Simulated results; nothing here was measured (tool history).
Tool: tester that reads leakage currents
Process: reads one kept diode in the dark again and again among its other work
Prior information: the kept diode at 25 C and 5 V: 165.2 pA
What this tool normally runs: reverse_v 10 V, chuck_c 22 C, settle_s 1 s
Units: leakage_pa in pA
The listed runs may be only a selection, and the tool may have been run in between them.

run	hour	reverse_v	chuck_c	settle_s	leakage_pa
1	0	10	22	1	205.88
2	59.9	10	22	1	206.6
3	127	10	22	1	207.62
4	184.2	10	22	1	208.01
5	222.7	10	22	1	208.76
6	302.1	10	22	1	204.4
7	363.4	10	22	0.59	208.36
8	429	10	22	0.59	208.61
9	504.3	10	22	1	207.3
10	578.5	10	22	2.63	206.57
11	643.1	10	22	1	210.6
12	716.8	10	22	1	210.71
13	772.1	10	22	1	211.49
14	820.8	10	22	3.52	210.24
15	893.2	2.7	22	3.52	117.5
16	965.7	2.7	22	3.52	118.52
17	1029.3	2.7	22	3.52	118.37
18	1100.4	2.7	32	3.52	247.54
19	1145.7	2.7	32	3.52	247.98
20	1211.1	17	22	1	235.98
21	1291	17	22	1	236.6
22	1343.4	17	22	1	239.45
23	1382.2	7.3	22	6.9	158.08
24	1442.1	6.1	22	6.9	146.23
25	1490.4	1.1	22	0.47	69.13
26	1551.6	1.1	36	4.9	244.9
27	1600.7	10	47	2.84	1603.19
28	1664.4	10	47	2.84	1619.12
29	1710.5	10	24	0.79	227.43
30	1789.7	10	22	2.16	189.76
31	1869.9	10	22	2.16	189.71
32	1913.3	10	41	0.37	1012.41
33	1985.6	2.6	53	1.36	1475.75
34	2057.5	1.3	52	6.47	1020.51
35	2120.7	4.9	52	3.17	1810.32
36	2163.8	10	55	1	3145.02
37	2220.3	1.5	55	5.35	1379.83
38	2281.5	1.5	55	5.35	1388.1
39	2351	12.2	26	0.45	317.4
40	2402.9	12.2	26	0.45	316.45

Missing from the log above: 2 entries noted between runs. For each, name the pair of listed runs it sits between and say how the tool's hidden condition differs from the listed run just before to the listed run just after:
Runs 5 to 6: tester calibrated (hour 281.6)
  stray current of the dirty probe card, pA a volt: 0.691 -> 0.704; current scale over the true one, %: 2.35 -> -0.06; true chuck temperature over the reading, C: 1.49 -> 1.54
  measured minus no-state result, leakage_pa: +37.22 -> +33.3 pA
Runs 17 to 18: chuck's temperature calibrated (hour 1063.7)
  stray current of the dirty probe card, pA a volt: 0.849 -> 0.862; current scale over the true one, %: 0.33 -> 0.37; true chuck temperature over the reading, C: 2.01 -> 0.08
  measured minus no-state result, leakage_pa: +22.85 -> +4.95 pA

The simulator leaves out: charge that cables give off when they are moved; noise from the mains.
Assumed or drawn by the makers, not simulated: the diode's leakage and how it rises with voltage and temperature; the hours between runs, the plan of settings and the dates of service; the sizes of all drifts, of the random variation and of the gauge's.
